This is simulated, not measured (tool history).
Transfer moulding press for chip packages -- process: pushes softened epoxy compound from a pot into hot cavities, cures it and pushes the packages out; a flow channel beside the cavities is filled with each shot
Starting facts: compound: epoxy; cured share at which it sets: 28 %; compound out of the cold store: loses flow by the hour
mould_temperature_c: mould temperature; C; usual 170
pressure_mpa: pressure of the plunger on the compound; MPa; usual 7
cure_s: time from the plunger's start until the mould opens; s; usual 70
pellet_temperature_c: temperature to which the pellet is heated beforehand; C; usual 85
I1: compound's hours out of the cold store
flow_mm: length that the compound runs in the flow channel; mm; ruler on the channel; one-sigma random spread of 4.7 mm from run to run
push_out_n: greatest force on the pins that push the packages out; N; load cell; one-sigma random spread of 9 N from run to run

{"run": 1, "hour": 0.0, "mould_temperature_c": 170, "pressure_mpa": 7, "cure_s": 70, "pellet_temperature_c": 85, "I1": 39.9, "flow_mm": 709, "push_out_n": 531}
{"hour": 19.4, "done": "cavities cleaned with cleaning compound and waxed"}
{"hour": 59.6, "done": "cavities cleaned with cleaning compound and waxed"}
{"run": 2, "hour": 93.6, "mould_temperature_c": 171, "pressure_mpa": 7, "cure_s": 70, "pellet_temperature_c": 85, "I1": 12.1, "flow_mm": 872, "push_out_n": 586}
{"hour": 99.9, "done": "cavities cleaned with cleaning compound and waxed"}
{"hour": 143.9, "done": "cavities cleaned with cleaning compound and waxed"}
{"run": 3, "hour": 171.7, "mould_temperature_c": 171, "pressure_mpa": 7, "cure_s": 70, "pellet_temperature_c": 85, "I1": 13.6, "flow_mm": 841, "push_out_n": 569}
{"hour": 185.2, "done": "cavities cleaned with cleaning compound and waxed"}
{"hour": 232.9, "done": "cavities cleaned with cleaning compound and waxed"}
{"run": 4, "hour": 244.9, "mould_temperature_c": 170, "pressure_mpa": 6.16, "cure_s": 70, "pellet_temperature_c": 85, "I1": 29.9, "flow_mm": 690, "push_out_n": 500}
{"hour": 263.8, "done": "plunger's sealing rings changed"}
{"hour": 281.5, "done": "cavities cleaned with cleaning compound and waxed"}
{"hour": 323.0, "done": "cavities cleaned with cleaning compound and waxed"}
{"run": 5, "hour": 327.9, "mould_temperature_c": 170, "pressure_mpa": 6.16, "cure_s": 70, "pellet_temperature_c": 85, "I1": 46.5, "flow_mm": 651, "push_out_n": 429}
{"hour": 366.3, "done": "cavities cleaned with cleaning compound and waxed"}
{"run": 6, "hour": 386.0, "mould_temperature_c": 170, "pressure_mpa": 6.16, "cure_s": 70, "pellet_temperature_c": 85, "I1": 29.8, "flow_mm": 737, "push_out_n": 547}
{"hour": 408.2, "done": "cavities cleaned with cleaning compound and waxed"}
{"run": 7, "hour": 430.2, "mould_temperature_c": 170, "pressure_mpa": 7, "cure_s": 84, "pellet_temperature_c": 85, "I1": 19, "flow_mm": 842, "push_out_n": 494}
{"hour": 453.4, "done": "cavities cleaned with cleaning compound and waxed"}
{"run": 8, "hour": 487.8, "mould_temperature_c": 170, "pressure_mpa": 7, "cure_s": 84, "pellet_temperature_c": 85, "I1": 12.4, "flow_mm": 881, "push_out_n": 521}
{"hour": 493.7, "done": "cavities cleaned with cleaning compound and waxed"}
{"hour": 530.5, "done": "mould's thermocouples calibrated"}
{"hour": 540.4, "done": "cavities cleaned with cleaning compound and waxed"}
{"run": 9, "hour": 547.4, "mould_temperature_c": 170, "pressure_mpa": 7, "cure_s": 84, "pellet_temperature_c": 85, "I1": 13, "flow_mm": 881, "push_out_n": 412}
{"hour": 584.8, "done": "cavities cleaned with cleaning compound and waxed"}
{"hour": 630.3, "done": "cavities cleaned with cleaning compound and waxed"}
{"run": 10, "hour": 644.8, "mould_temperature_c": 170, "pressure_mpa": 7, "cure_s": 84, "pellet_temperature_c": 85, "I1": 35.4, "flow_mm": 708, "push_out_n": 437}
{"hour": 675.0, "done": "cavities cleaned with cleaning compound and waxed"}
{"hour": 701.9, "done": "plunger's sealing rings changed"}
{"hour": 717.1, "done": "cavities cleaned with cleaning compound and waxed"}
{"run": 11, "hour": 740.8, "mould_temperature_c": 170, "pressure_mpa": 5.31, "cure_s": 84, "pellet_temperature_c": 85, "I1": 42.8, "flow_mm": 625, "push_out_n": 485}
{"hour": 763.1, "done": "cavities cleaned with cleaning compound and waxed"}
{"hour": 808.4, "done": "cavities cleaned with cleaning compound and waxed"}
{"run": 12, "hour": 829.1, "mould_temperature_c": 170, "pressure_mpa": 7.72, "cure_s": 70, "pellet_temperature_c": 85, "I1": 45.9, "flow_mm": 725, "push_out_n": 523}
{"hour": 852.2, "done": "cavities cleaned with cleaning compound and waxed"}
{"run": 13, "hour": 877.9, "mould_temperature_c": 164, "pressure_mpa": 6.1, "cure_s": 67, "pellet_temperature_c": 92, "I1": 24.2, "flow_mm": 773, "push_out_n": 873}
{"hour": 899.3, "done": "cavities cleaned with cleaning compound and waxed"}
{"run": 14, "hour": 922.3, "mould_temperature_c": 164, "pressure_mpa": 6.1, "cure_s": 67, "pellet_temperature_c": 92, "I1": 46.3, "flow_mm": 633, "push_out_n": 787}
{"hour": 940.5, "done": "cavities cleaned with cleaning compound and waxed"}
{"hour": 985.7, "done": "cavities cleaned with cleaning compound and waxed"}
{"run": 15, "hour": 1009.4, "mould_temperature_c": 177, "pressure_mpa": 5.41, "cure_s": 70, "pellet_temperature_c": 85, "I1": 8.4, "flow_mm": 784, "push_out_n": 491}
{"hour": 1031.6, "done": "cavities cleaned with cleaning compound and waxed"}
{"hour": 1071.8, "done": "mould's thermocouples calibrated, once more"}
{"hour": 1073.3, "done": "cavities cleaned with cleaning compound and waxed"}
{"hour": 1114.2, "done": "cavities cleaned with cleaning compound and waxed"}
{"run": 16, "hour": 1114.2, "mould_temperature_c": 168, "pressure_mpa": 5.27, "cure_s": 70, "pellet_temperature_c": 84, "I1": 17.9, "flow_mm": 701, "push_out_n": 452}
{"hour": 1142.3, "done": "plunger's sealing rings changed"}
{"hour": 1161.8, "done": "cavities cleaned with cleaning compound and waxed"}
{"run": 17, "hour": 1186.2, "mould_temperature_c": 170, "pressure_mpa": 7, "cure_s": 60, "pellet_temperature_c": 86, "I1": 20.5, "flow_mm": 851, "push_out_n": 728}
{"hour": 1203.3, "done": "cavities cleaned with cleaning compound and waxed"}
{"hour": 1245.2, "done": "cavities cleaned with cleaning compound and waxed"}
{"run": 18, "hour": 1255.2, "mould_temperature_c": 170, "pressure_mpa": 6.23, "cure_s": 60, "pellet_temperature_c": 86, "I1": 14.3, "flow_mm": 827, "push_out_n": 626}
{"hour": 1289.6, "done": "cavities cleaned with cleaning compound and waxed"}
{"run": 19, "hour": 1315.1, "mould_temperature_c": 177, "pressure_mpa": 8.6, "cure_s": 70, "pellet_temperature_c": 83, "I1": 41, "flow_mm": 775, "push_out_n": 487}
{"hour": 1336.3, "done": "cavities cleaned with cleaning compound and waxed"}
{"hour": 1376.6, "done": "cavities cleaned with cleaning compound and waxed"}
{"run": 20, "hour": 1382.9, "mould_temperature_c": 178, "pressure_mpa": 5.51, "cure_s": 70, "pellet_temperature_c": 85, "I1": 20.5, "flow_mm": 718, "push_out_n": 380}
{"hour": 1419.7, "done": "cavities cleaned with cleaning compound and waxed"}
{"hour": 1460.8, "done": "cavities cleaned with cleaning compound and waxed"}
{"run": 21, "hour": 1467.0, "mould_temperature_c": 178, "pressure_mpa": 5.51, "cure_s": 70, "pellet_temperature_c": 85, "I1": 45.1, "flow_mm": 575, "push_out_n": 393}
{"hour": 1505.7, "done": "cavities cleaned with cleaning compound and waxed"}
{"hour": 1549.9, "done": "cavities cleaned with cleaning compound and waxed"}
{"run": 22, "hour": 1552.8, "mould_temperature_c": 174, "pressure_mpa": 7.81, "cure_s": 73, "pellet_temperature_c": 85, "I1": 33.1, "flow_mm": 752, "push_out_n": 390}
{"hour": 1579.4, "done": "plunger's sealing rings changed"}
{"hour": 1594.0, "done": "cavities cleaned with cleaning compound and waxed"}
{"hour": 1635.3, "done": "cavities cleaned with cleaning compound and waxed"}
{"run": 23, "hour": 1635.3, "mould_temperature_c": 164, "pressure_mpa": 7.24, "cure_s": 81, "pellet_temperature_c": 92, "I1": 32.4, "flow_mm": 802, "push_out_n": 447}
{"hour": 1676.9, "done": "cavities cleaned with cleaning compound and waxed"}
{"hour": 1723.7, "done": "cavities cleaned with cleaning compound and waxed"}
{"run": 24, "hour": 1727.6, "mould_temperature_c": 164, "pressure_mpa": 7.24, "cure_s": 81, "pellet_temperature_c": 92, "I1": 27, "flow_mm": 826, "push_out_n": 465}

3 ways to go on from here, each from the tool as it stands after run 24. What would each give?
{"hour": 1771.4, "done": "cavities cleaned with cleaning compound and waxed"}
{"hour": 1816.0, "done": "cavities cleaned with cleaning compound and waxed"}
{"hour": 1825.0, "done": "mould's thermocouples calibrated"}
{"run": "A", "hour": 1826.4, "mould_temperature_c": 162, "pressure_mpa": 7.24, "cure_s": 81, "pellet_temperature_c": 92, "I1": 34.4, "flow_mm": "?", "push_out_n": "?"}
{"hour": 1771.4, "done": "cavities cleaned with cleaning compound and waxed"}
{"hour": 1816.0, "done": "cavities cleaned with cleaning compound and waxed"}
{"hour": 1825.0, "done": "mould's thermocouples calibrated"}
{"run": "B", "hour": 1826.4, "mould_temperature_c": 167, "pressure_mpa": 7, "cure_s": 70, "pellet_temperature_c": 79, "I1": 19.2, "flow_mm": "?", "push_out_n": "?"}
{"hour": 1771.4, "done": "cavities cleaned with cleaning compound and waxed"}
{"hour": 1816.0, "done": "cavities cleaned with cleaning compound and waxed"}
{"hour": 1825.0, "done": "mould's thermocouples calibrated"}
{"run": "C", "hour": 1826.4, "mould_temperature_c": 164, "pressure_mpa": 8.21, "cure_s": 83, "pellet_temperature_c": 92, "I1": 43.8, "flow_mm": "?", "push_out_n": "?"}

run=A flow_mm=756 push_out_n=530
run=B flow_mm=834 push_out_n=530
run=C flow_mm=740 push_out_n=458
Take away the tool's hidden state, keep each run's random variation, and the runs would have read:
run=A flow_mm=801 push_out_n=473
run=B flow_mm=884 push_out_n=473
run=C flow_mm=784 push_out_n=405
